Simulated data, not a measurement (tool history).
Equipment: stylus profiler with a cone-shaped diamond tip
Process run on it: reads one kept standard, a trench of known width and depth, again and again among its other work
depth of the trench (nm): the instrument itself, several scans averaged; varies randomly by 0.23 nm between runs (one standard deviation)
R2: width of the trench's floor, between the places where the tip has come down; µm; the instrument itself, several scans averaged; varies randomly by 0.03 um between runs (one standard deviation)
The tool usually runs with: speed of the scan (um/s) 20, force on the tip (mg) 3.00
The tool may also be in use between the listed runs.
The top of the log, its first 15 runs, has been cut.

{"run": 16, "hour": 179.0, "speed of the scan (um/s)": 15, "force on the tip (mg)": 3.0, "depth of the trench (nm)": 1013.31, "R2": 15.9}
{"run": 17, "hour": 192.4, "speed of the scan (um/s)": 20, "force on the tip (mg)": 3.0, "depth of the trench (nm)": 1013.89, "R2": 15.88}
{"run": 18, "hour": 200.6, "speed of the scan (um/s)": 15, "force on the tip (mg)": 3.0, "depth of the trench (nm)": 1013.73, "R2": 15.87}
{"run": 19, "hour": 213.3, "speed of the scan (um/s)": 73, "force on the tip (mg)": 1.91, "depth of the trench (nm)": 1009.7, "R2": 15.45}
{"run": 20, "hour": 222.2, "speed of the scan (um/s)": 73, "force on the tip (mg)": 1.91, "depth of the trench (nm)": 1010.04, "R2": 15.51}
{"run": 21, "hour": 238.5, "speed of the scan (um/s)": 73, "force on the tip (mg)": 1.91, "depth of the trench (nm)": 1009.67, "R2": 15.43}
{"run": 22, "hour": 246.0, "speed of the scan (um/s)": 73, "force on the tip (mg)": 1.91, "depth of the trench (nm)": 1009.48, "R2": 15.49}
{"run": 23, "hour": 258.4, "speed of the scan (um/s)": 12, "force on the tip (mg)": 5.92, "depth of the trench (nm)": 1021.47, "R2": 15.91}
{"run": 24, "hour": 268.2, "speed of the scan (um/s)": 6, "force on the tip (mg)": 1.62, "depth of the trench (nm)": 1008.82, "R2": 15.89}
{"run": 25, "hour": 286.6, "speed of the scan (um/s)": 8, "force on the tip (mg)": 1.91, "depth of the trench (nm)": 1009.43, "R2": 15.87}
{"run": 26, "hour": 295.5, "speed of the scan (um/s)": 36, "force on the tip (mg)": 4.17, "depth of the trench (nm)": 1017.03, "R2": 15.73}
{"run": 27, "hour": 303.7, "speed of the scan (um/s)": 36, "force on the tip (mg)": 4.17, "depth of the trench (nm)": 1016.58, "R2": 15.72}

Estimate the outcome of run 28 from the log above:
{"run": 28, "hour": 316.6, "speed of the scan (um/s)": 36, "force on the tip (mg)": 4.17, "depth of the trench (nm)": "?", "R2": "?"}

depth of the trench (nm): 1016.94
R2: 15.71 µm
On a tool with no hidden condition, and with the same random variation, this run would have come out at depth of the trench (nm) 1017.81, R2 16.35 µm.
